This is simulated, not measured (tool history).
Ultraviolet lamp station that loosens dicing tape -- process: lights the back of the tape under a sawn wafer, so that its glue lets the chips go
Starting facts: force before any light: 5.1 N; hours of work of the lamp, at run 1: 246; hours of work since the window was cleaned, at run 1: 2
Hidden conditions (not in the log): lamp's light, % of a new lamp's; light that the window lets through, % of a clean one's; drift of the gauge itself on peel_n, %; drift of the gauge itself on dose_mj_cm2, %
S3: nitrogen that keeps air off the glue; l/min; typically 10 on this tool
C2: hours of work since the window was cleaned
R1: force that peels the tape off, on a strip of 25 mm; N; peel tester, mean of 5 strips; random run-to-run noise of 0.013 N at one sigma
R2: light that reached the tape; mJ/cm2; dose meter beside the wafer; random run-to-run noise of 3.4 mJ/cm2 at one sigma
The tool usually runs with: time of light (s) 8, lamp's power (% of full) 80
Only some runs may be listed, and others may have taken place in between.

{"run": 1, "hour": 0.0, "time of light (s)": 8, "lamp's power (% of full)": 80, "S3": 10, "hours of work of the lamp": 246, "C2": 2, "R1": 0.661, "R2": 505}
{"run": 2, "hour": 58.2, "time of light (s)": 8, "lamp's power (% of full)": 80, "S3": 10, "hours of work of the lamp": 288, "C2": 45, "R1": 0.687, "R2": 494}
{"run": 3, "hour": 101.4, "time of light (s)": 8, "lamp's power (% of full)": 80, "S3": 10, "hours of work of the lamp": 320, "C2": 77, "R1": 0.668, "R2": 485}
{"run": 4, "hour": 158.6, "time of light (s)": 8, "lamp's power (% of full)": 80, "S3": 10, "hours of work of the lamp": 362, "C2": 119, "R1": 0.705, "R2": 479}
{"run": 5, "hour": 199.9, "time of light (s)": 8, "lamp's power (% of full)": 80, "S3": 10, "hours of work of the lamp": 393, "C2": 149, "R1": 0.7, "R2": 475}
{"run": 6, "hour": 249.3, "time of light (s)": 8, "lamp's power (% of full)": 76, "S3": 10, "hours of work of the lamp": 429, "C2": 186, "R1": 0.816, "R2": 446}
{"run": 7, "hour": 303.9, "time of light (s)": 8, "lamp's power (% of full)": 80, "S3": 10, "hours of work of the lamp": 469, "C2": 226, "R1": 0.74, "R2": 464}
{"run": 8, "hour": 366.7, "time of light (s)": 8, "lamp's power (% of full)": 80, "S3": 10, "hours of work of the lamp": 516, "C2": 272, "R1": 0.767, "R2": 458}
{"run": 9, "hour": 426.4, "time of light (s)": 8, "lamp's power (% of full)": 80, "S3": 10, "hours of work of the lamp": 559, "C2": 316, "R1": 0.771, "R2": 448}
{"run": 10, "hour": 456.9, "time of light (s)": 8, "lamp's power (% of full)": 80, "S3": 10, "hours of work of the lamp": 582, "C2": 338, "R1": 0.805, "R2": 448}
{"run": 11, "hour": 498.0, "time of light (s)": 8, "lamp's power (% of full)": 80, "S3": 10, "hours of work of the lamp": 612, "C2": 369, "R1": 0.801, "R2": 437}
{"run": 12, "hour": 527.8, "time of light (s)": 8, "lamp's power (% of full)": 95, "S3": 10, "hours of work of the lamp": 634, "C2": 390, "R1": 0.615, "R2": 516}
{"run": 13, "hour": 585.9, "time of light (s)": 8, "lamp's power (% of full)": 95, "S3": 10, "hours of work of the lamp": 677, "C2": 433, "R1": 0.639, "R2": 507}
{"run": 14, "hour": 635.2, "time of light (s)": 8, "lamp's power (% of full)": 95, "S3": 10, "hours of work of the lamp": 713, "C2": 470, "R1": 0.664, "R2": 500}
{"run": 15, "hour": 697.6, "time of light (s)": 8, "lamp's power (% of full)": 95, "S3": 10, "hours of work of the lamp": 759, "C2": 515, "R1": 0.65, "R2": 493}
{"run": 16, "hour": 736.8, "time of light (s)": 8, "lamp's power (% of full)": 61, "S3": 10, "hours of work of the lamp": 788, "C2": 544, "R1": 1.271, "R2": 315}
{"run": 17, "hour": 771.7, "time of light (s)": 8, "lamp's power (% of full)": 63, "S3": 10, "hours of work of the lamp": 814, "C2": 570, "R1": 1.222, "R2": 323}
{"run": 18, "hour": 818.8, "time of light (s)": 10, "lamp's power (% of full)": 80, "S3": 10, "hours of work of the lamp": 848, "C2": 605, "R1": 0.665, "R2": 503}
{"run": 19, "hour": 857.7, "time of light (s)": 10, "lamp's power (% of full)": 80, "S3": 10, "hours of work of the lamp": 877, "C2": 633, "R1": 0.68, "R2": 501}
{"run": 20, "hour": 895.3, "time of light (s)": 10, "lamp's power (% of full)": 80, "S3": 10, "hours of work of the lamp": 905, "C2": 661, "R1": 0.655, "R2": 488}
{"hour": 927.8, "done": "window cleaned of glue's vapour"}
{"run": 21, "hour": 958.1, "time of light (s)": 13, "lamp's power (% of full)": 80, "S3": 10, "hours of work of the lamp": 950, "C2": 22, "R1": 0.403, "R2": 670}
{"run": 22, "hour": 985.9, "time of light (s)": 13, "lamp's power (% of full)": 80, "S3": 10, "hours of work of the lamp": 971, "C2": 43, "R1": 0.409, "R2": 671}
{"run": 23, "hour": 1019.2, "time of light (s)": 8, "lamp's power (% of full)": 65, "S3": 13, "hours of work of the lamp": 995, "C2": 67, "R1": 1.101, "R2": 333}
{"run": 24, "hour": 1064.1, "time of light (s)": 8, "lamp's power (% of full)": 65, "S3": 13, "hours of work of the lamp": 1028, "C2": 100, "R1": 1.079, "R2": 328}
{"run": 25, "hour": 1126.2, "time of light (s)": 12, "lamp's power (% of full)": 67, "S3": 4, "hours of work of the lamp": 1074, "C2": 146, "R1": 1.007, "R2": 498}
{"run": 26, "hour": 1171.1, "time of light (s)": 14, "lamp's power (% of full)": 62, "S3": 17, "hours of work of the lamp": 1107, "C2": 179, "R1": 0.52, "R2": 527}
{"run": 27, "hour": 1220.0, "time of light (s)": 16, "lamp's power (% of full)": 91, "S3": 10, "hours of work of the lamp": 1143, "C2": 215, "R1": 0.296, "R2": 872}
{"run": 28, "hour": 1277.2, "time of light (s)": 13, "lamp's power (% of full)": 93, "S3": 10, "hours of work of the lamp": 1185, "C2": 257, "R1": 0.39, "R2": 706}
{"hour": 1301.4, "done": "lamp changed"}
{"run": 29, "hour": 1315.4, "time of light (s)": 6, "lamp's power (% of full)": 93, "S3": 5, "hours of work of the lamp": 10, "C2": 285, "R1": 1.036, "R2": 452}
{"run": 30, "hour": 1348.7, "time of light (s)": 5, "lamp's power (% of full)": 66, "S3": 20, "hours of work of the lamp": 35, "C2": 309, "R1": 1.314, "R2": 265}
{"run": 31, "hour": 1388.7, "time of light (s)": 5, "lamp's power (% of full)": 66, "S3": 20, "hours of work of the lamp": 64, "C2": 338, "R1": 1.358, "R2": 262}
{"run": 32, "hour": 1428.3, "time of light (s)": 5, "lamp's power (% of full)": 71, "S3": 5, "hours of work of the lamp": 93, "C2": 368, "R1": 1.819, "R2": 281}
{"run": 33, "hour": 1483.5, "time of light (s)": 6, "lamp's power (% of full)": 80, "S3": 10, "hours of work of the lamp": 134, "C2": 408, "R1": 0.994, "R2": 374}
{"run": 34, "hour": 1538.5, "time of light (s)": 6, "lamp's power (% of full)": 80, "S3": 10, "hours of work of the lamp": 175, "C2": 449, "R1": 1.071, "R2": 362}
{"run": 35, "hour": 1591.7, "time of light (s)": 8, "lamp's power (% of full)": 72, "S3": 12, "hours of work of the lamp": 214, "C2": 488, "R1": 0.792, "R2": 435}
{"run": 36, "hour": 1631.2, "time of light (s)": 7, "lamp's power (% of full)": 65, "S3": 16, "hours of work of the lamp": 243, "C2": 517, "R1": 1.031, "R2": 342}
{"run": 37, "hour": 1686.1, "time of light (s)": 8, "lamp's power (% of full)": 80, "S3": 4, "hours of work of the lamp": 283, "C2": 557, "R1": 1.078, "R2": 473}
{"run": 38, "hour": 1715.5, "time of light (s)": 8, "lamp's power (% of full)": 70, "S3": 4, "hours of work of the lamp": 305, "C2": 579, "R1": 1.276, "R2": 408}
{"run": 39, "hour": 1757.2, "time of light (s)": 11, "lamp's power (% of full)": 65, "S3": 10, "hours of work of the lamp": 335, "C2": 610, "R1": 0.618, "R2": 516}
{"run": 40, "hour": 1812.0, "time of light (s)": 11, "lamp's power (% of full)": 88, "S3": 4, "hours of work of the lamp": 376, "C2": 650, "R1": 0.618, "R2": 692}
{"run": 41, "hour": 1839.4, "time of light (s)": 5, "lamp's power (% of full)": 82, "S3": 3, "hours of work of the lamp": 396, "C2": 670, "R1": 2.101, "R2": 292}
{"hour": 1862.4, "done": "window cleaned of glue's vapour"}
{"run": 42, "hour": 1870.2, "time of light (s)": 11, "lamp's power (% of full)": 80, "S3": 10, "hours of work of the lamp": 418, "C2": 6, "R1": 0.422, "R2": 667}

Per-run results on a tool with no hidden state, each run keeping its own random variation:
run=1 R1=0.581 R2=548
run=2 R1=0.59 R2=545
run=3 R1=0.563 R2=540
run=4 R1=0.582 R2=542
run=5 R1=0.567 R2=543
run=6 R1=0.649 R2=517
run=7 R1=0.573 R2=546
run=8 R1=0.579 R2=548
run=9 R1=0.57 R2=544
run=10 R1=0.584 R2=548
run=11 R1=0.574 R2=541
run=12 R1=0.433 R2=644
run=13 R1=0.444 R2=643
run=14 R1=0.451 R2=644
run=15 R1=0.43 R2=645
run=16 R1=0.865 R2=415
run=17 R1=0.814 R2=432
run=18 R1=0.417 R2=680
run=19 R1=0.419 R2=683
run=20 R1=0.397 R2=675
run=21 R1=0.287 R2=880
run=22 R1=0.29 R2=887
run=23 R1=0.718 R2=444
run=24 R1=0.689 R2=444
run=25 R1=0.617 R2=686
run=26 R1=0.331 R2=736
run=27 R1=0.239 R2=1235
run=28 R1=0.269 R2=1019
run=29 R1=0.961 R2=476
run=30 R1=1.217 R2=281
run=31 R1=1.243 R2=281
run=32 R1=1.676 R2=304
run=33 R1=0.868 R2=411
run=34 R1=0.918 R2=403
run=35 R1=0.654 R2=491
run=36 R1=0.849 R2=390
run=37 R1=0.874 R2=548
run=38 R1=1.042 R2=476
run=39 R1=0.477 R2=608
run=40 R1=0.468 R2=826
run=41 R1=1.76 R2=351
run=42 R1=0.36 R2=750
